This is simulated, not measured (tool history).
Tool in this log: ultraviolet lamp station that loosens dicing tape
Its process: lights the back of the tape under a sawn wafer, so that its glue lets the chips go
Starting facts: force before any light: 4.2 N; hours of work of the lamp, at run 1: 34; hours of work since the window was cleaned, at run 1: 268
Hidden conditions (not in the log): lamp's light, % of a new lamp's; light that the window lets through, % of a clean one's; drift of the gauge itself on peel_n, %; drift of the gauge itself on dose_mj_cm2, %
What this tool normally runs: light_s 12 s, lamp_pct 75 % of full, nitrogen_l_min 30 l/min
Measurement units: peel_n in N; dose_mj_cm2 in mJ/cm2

run	hour	light_s	lamp_pct	nitrogen_l_min	hours of work of the lamp	hours of work since the window was cleaned	peel_n	dose_mj_cm2
1	0	12	75	30	34	268	0.558	206
2	76.5	12	75	30	75	308	0.554	197
3	135.1	12	75	30	106	339	0.594	192
4	199.6	12	75	30	140	373	0.607	186
5	256.9	12	75	30	170	404	0.608	181
# hour 293.6: window cleaned of glue's vapour
6	306.5	12	75	30	196	7	0.466	218
7	342.5	12	75	30	215	26	0.48	218
8	400.6	12	75	30	246	57	0.503	207
9	442.8	12	75	30	268	79	0.518	210
10	510.1	12	75	30	303	114	0.519	209
11	562.1	12	84	30	331	142	0.446	229
12	631.6	12	84	30	368	179	0.483	223
13	671.8	12	84	30	389	200	0.491	216
14	727.4	12	75	30	418	229	0.572	192
15	790.5	12	69	30	452	263	0.673	179
16	859.9	12	69	30	488	299	0.717	169
17	903	12	69	30	511	322	0.736	170
18	970.6	7	64	30	547	358	1.496	87
19	1014.6	6	69	30	570	381	1.624	80
20	1084.6	7	81	10	607	418	1.887	110
# hour 1089.4: window cleaned of glue's vapour
21	1157.9	7	81	10	645	36	1.654	125
22	1238.4	15	77	10	688	79	0.739	245
23	1304.8	15	77	10	723	114	0.81	241
24	1338.1	8	80	26	741	131	1.019	133
25	1392.5	19	88	9	769	160	0.508	342
26	1465	15	75	30	808	198	0.492	222
27	1510.1	15	75	30	832	222	0.48	218
28	1544	15	75	30	849	240	0.489	216

Below are 4 alternative next runs, each starting from the tool's condition after run 28. Predict each:
A	1610.9	15	67	11	885	276	?	?
B	1610.9	15	75	10	885	276	?	?
C	1610.9	15	75	29	885	276	?	?
D	1610.9	12	89	30	885	276	?	?

run	peel_n	dose_mj_cm2
A	0.992	189
B	0.934	213
C	0.537	211
D	0.563	200
With no hidden state in the tool, these same runs would have given:
run	peel_n	dose_mj_cm2
A	0.648	260
B	0.601	293
C	0.361	290
D	0.374	276
